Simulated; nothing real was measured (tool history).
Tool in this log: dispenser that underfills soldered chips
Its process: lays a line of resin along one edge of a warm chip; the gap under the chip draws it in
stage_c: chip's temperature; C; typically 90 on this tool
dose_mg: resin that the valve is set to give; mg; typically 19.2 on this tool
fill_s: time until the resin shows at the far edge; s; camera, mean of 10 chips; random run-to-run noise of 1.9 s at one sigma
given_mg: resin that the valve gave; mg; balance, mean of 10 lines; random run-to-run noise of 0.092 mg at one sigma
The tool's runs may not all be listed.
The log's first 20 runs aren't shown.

run	hour	stage_c	dose_mg	fill_s	given_mg
# hour 244.0: new syringe of resin
# hour 252.2: new syringe of resin
21	253.4	75	17.9	321.0	17.47
# hour 259.8: new syringe of resin
22	262.9	79	20.1	280.1	19.31
# hour 267.9: new syringe of resin
# hour 275.3: new syringe of resin
23	275.3	90	23.8	169.8	23.05
# hour 282.6: new syringe of resin
# hour 290.9: new syringe of resin
24	292.8	90	23.8	172.8	22.68
# hour 299.6: new syringe of resin
# hour 304.6: dispensing valve cleaned and set on the balance
25	306.3	91	20.7	186.8	20.78
# hour 308.9: new syringe of resin
# hour 317.1: new syringe of resin
26	321.0	90	17.7	193.0	17.68
# hour 324.6: new syringe of resin
27	329.3	87	22.4	209.8	22.31
# hour 332.1: new syringe of resin
# hour 339.4: new syringe of resin
28	342.1	81	19.8	253.2	19.46
# hour 346.6: new syringe of resin
29	349.5	80	17.3	269.2	17.13
# hour 354.0: new syringe of resin
30	358.6	80	17.3	291.4	16.91
# hour 361.3: new syringe of resin
# hour 369.5: new syringe of resin
31	374.0	82	24.8	252.9	24.17

Consider 4 possible next runs. They are alternatives, not a sequence: every one starts from the tool as it was left by run 31. What does each give?
# hour 377.5: new syringe of resin
# hour 385.8: new syringe of resin
A	391.1	101	21.5	?	?
# hour 377.5: new syringe of resin
# hour 385.8: new syringe of resin
B	391.1	90	16.9	?	?
# hour 377.5: new syringe of resin
# hour 385.8: new syringe of resin
C	391.1	90	16.7	?	?
# hour 377.5: new syringe of resin
# hour 385.8: new syringe of resin
D	391.1	80	17.2	?	?

run	fill_s	given_mg
A	130.3	20.79
B	201.1	16.36
C	204.3	16.19
D	291.9	16.44
Stripped of hidden state, with their random variation kept, the same runs would have yielded:
run	fill_s	given_mg
A	126.1	21.58
B	194.3	16.98
C	197.3	16.80
D	284.2	17.07

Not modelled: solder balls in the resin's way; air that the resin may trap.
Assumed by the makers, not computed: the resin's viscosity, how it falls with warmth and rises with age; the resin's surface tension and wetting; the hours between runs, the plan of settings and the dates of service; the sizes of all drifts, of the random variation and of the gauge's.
